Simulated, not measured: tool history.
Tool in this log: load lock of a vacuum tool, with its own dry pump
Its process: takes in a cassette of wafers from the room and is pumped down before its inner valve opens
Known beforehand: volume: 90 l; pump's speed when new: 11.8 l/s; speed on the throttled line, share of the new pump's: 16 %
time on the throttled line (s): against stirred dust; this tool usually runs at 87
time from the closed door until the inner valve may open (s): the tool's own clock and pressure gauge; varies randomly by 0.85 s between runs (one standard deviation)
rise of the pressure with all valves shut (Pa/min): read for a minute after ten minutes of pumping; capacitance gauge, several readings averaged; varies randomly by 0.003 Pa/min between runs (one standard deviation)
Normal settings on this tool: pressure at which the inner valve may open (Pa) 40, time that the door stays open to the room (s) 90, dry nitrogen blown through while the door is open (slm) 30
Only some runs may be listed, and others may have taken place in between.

run,day,time on the throttled line (s),pressure at which the inner valve may open (Pa),time that the door stays open to the room (s),dry nitrogen blown through while the door is open (slm),"incoming humidity of the room's air, %",time from the closed door until the inner valve may open (s),rise of the pressure with all valves shut (Pa/min)
1,0.000,87,40,90,30,44.0,137.7,0.101
2,7.996,87,40,90,30,42.0,138.5,0.112
3,15.329,87,40,90,30,44.2,137.5,0.124
4,26.425,87,40,169,30,43.6,137.1,0.162
5,32.971,87,40,169,30,46.4,139.7,0.177
6,38.858,87,40,169,30,45.2,139.4,0.185
7,47.229,87,40,169,30,46.2,138.2,0.214
8,56.808,144,40,169,14,46.5,185.7,0.246
9,67.721,144,40,169,14,44.6,187.0,0.282
10,74.304,60,54,169,14,45.2,113.6,0.294
11,86.842,79,40,128,30,45.4,132.1,0.296
12,97.350,63,40,128,9,44.5,120.9,0.341
13,105.404,63,31,79,15,46.6,123.2,0.337

3 ways to go on from here, each from the tool as it stands after run 13. What would each give?
A,111.071,137,40,90,30,45.9,?,?
B,111.071,79,37,26,15,47.1,?,?
C,111.071,63,31,48,4,44.2,?,?

run,time from the closed door until the inner valve may open (s),rise of the pressure with all valves shut (Pa/min)
A,180.3,0.351
B,134.6,0.329
C,122.6,0.353
Take away the tool's hidden state, keep each run's random variation, and the runs would have read:
run,time from the closed door until the inner valve may open (s),rise of the pressure with all valves shut (Pa/min)
A,174.6,0.038
B,127.4,0.014
C,115.0,0.038

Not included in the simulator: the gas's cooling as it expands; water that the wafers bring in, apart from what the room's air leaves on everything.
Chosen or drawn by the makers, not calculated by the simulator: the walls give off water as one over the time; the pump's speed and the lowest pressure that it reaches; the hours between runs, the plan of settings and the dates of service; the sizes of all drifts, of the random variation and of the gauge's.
